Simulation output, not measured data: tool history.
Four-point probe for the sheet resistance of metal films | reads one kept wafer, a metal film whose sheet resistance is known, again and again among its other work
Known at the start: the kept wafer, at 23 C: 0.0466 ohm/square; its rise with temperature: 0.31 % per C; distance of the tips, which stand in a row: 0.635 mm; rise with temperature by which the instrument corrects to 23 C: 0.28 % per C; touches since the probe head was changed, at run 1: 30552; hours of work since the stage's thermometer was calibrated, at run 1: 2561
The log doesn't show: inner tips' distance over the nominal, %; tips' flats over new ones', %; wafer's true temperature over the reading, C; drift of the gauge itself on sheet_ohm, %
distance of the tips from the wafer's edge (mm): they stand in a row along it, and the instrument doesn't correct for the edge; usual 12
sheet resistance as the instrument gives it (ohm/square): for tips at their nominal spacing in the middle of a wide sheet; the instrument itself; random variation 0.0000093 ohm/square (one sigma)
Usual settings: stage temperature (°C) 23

run	hour	stage temperature (°C)	distance of the tips from the wafer's edge (mm)	touches since the probe head was changed	hours of work since the stage's thermometer was calibrated	sheet resistance as the instrument gives it (ohm/square)
1	0.0	23	12	30552	2561	0.046785
2	57.3	35	12	31444	2604	0.046915
3	126.8	35	12	32525	2655	0.046934
4	200.7	35	12	33676	2710	0.046914
5	242.4	35	12	34324	2741	0.046944
6	310.5	23	30	35385	2791	0.046733
7	356.6	23	30	36103	2825	0.046733
8	403.6	23	6	36833	2860	0.047009
9	439.0	23	12	37385	2886	0.046791
10	480.5	31	12	38031	2917	0.046919
11	547.3	31	6	39069	2967	0.047140
# hour 573.7: stage's thermometer calibrated
12	608.9	31	42	40021	26	0.046714
13	661.2	31	15	40835	65	0.046773
14	732.8	24	12	41950	118	0.046711
15	798.9	24	12	42978	167	0.046704
16	855.2	24	26	43855	208	0.046663
17	914.0	23	16	44770	252	0.046673
18	986.9	21	22	45903	306	0.046628
19	1037.5	21	22	46691	343	0.046635
20	1105.7	21	22	47753	394	0.046636

Forecast each of these 4 alternatives for the next run:
A	1154.9	26	53	48519	430	?
B	1154.9	29	8	48519	430	?
C	1154.9	34	22	48519	430	?
D	1154.9	30	26	48519	430	?

run	sheet resistance as the instrument gives it (ohm/square)
A	0.046715
B	0.046897
C	0.046826
D	0.046773
Without the tool's hidden state the same runs would have given:
run	sheet resistance as the instrument gives it (ohm/square)
A	0.046655
B	0.046837
C	0.046766
D	0.046713

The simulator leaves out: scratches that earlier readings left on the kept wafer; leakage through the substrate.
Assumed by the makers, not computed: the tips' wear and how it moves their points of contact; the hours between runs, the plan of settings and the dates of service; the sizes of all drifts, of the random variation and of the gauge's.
